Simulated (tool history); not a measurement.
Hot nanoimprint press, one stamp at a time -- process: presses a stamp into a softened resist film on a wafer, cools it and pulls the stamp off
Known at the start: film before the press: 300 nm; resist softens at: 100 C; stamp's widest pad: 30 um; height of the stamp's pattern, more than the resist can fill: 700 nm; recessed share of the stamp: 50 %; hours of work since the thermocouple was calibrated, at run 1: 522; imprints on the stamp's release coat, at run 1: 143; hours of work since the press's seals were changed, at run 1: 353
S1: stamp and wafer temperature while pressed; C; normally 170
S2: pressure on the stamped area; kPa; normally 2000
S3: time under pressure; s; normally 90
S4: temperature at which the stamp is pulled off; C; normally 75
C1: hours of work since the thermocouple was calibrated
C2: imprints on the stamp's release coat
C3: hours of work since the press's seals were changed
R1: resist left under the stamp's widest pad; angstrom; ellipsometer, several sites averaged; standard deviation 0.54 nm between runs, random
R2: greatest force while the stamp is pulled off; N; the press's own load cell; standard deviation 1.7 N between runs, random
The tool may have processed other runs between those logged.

run	hour	S1	S2	S3	S4	C1	C2	C3	R1	R2
1	0	170	2000	90	75	522	143	353	1717	231
2	21.3	170	2000	160	75	533	206	365	1429	237
# hour 41.1: plate thermocouple calibrated
3	41.1	170	2000	90	76	0	256	375	1787	234
4	50.5	170	2000	90	76	5	284	380	1779	237
5	70.4	175	2000	90	76	16	344	391	1513	238
6	83.5	170	2000	127	75	24	382	398	1603	240
7	94.2	170	2000	127	75	30	414	404	1604	243
8	109.9	170	2090	90	75	38	461	413	1753	243
9	121.4	170	2090	90	75	45	496	419	1753	246
10	131.3	170	2000	90	75	50	525	425	1777	246
# hour 152.4: stamp cleaned and given a new release coat
11	158.6	170	2000	90	75	62	18	437	1779	231
12	179	170	2000	90	75	73	79	448	1785	230
13	200	170	2000	90	75	85	141	460	1779	234
14	209.6	170	2000	90	75	90	170	465	1785	236
15	223.2	170	2000	90	75	98	210	473	1789	238
16	232.4	175	2430	90	82	103	238	478	1366	213
17	250.6	175	1310	70	82	113	292	488	1958	218
18	263.1	170	2000	155	80	120	329	495	1503	226
19	281.6	166	1220	155	70	130	384	505	2099	263
20	299.8	181	2380	102	62	141	439	515	1072	288
21	312.9	170	2000	90	77	148	477	522	1764	239
22	331.9	162	2000	65	74	158	534	533	2400	248

What will run 23 give?
# hour 349.8: stamp cleaned and given a new release coat
23	355.6	174	2000	90	73	168	17	543	?	?

R1: 1561 angstrom
R2: 238 N
Without the tool's hidden state the same run would have given R1 1538 angstrom, R2 238 N.
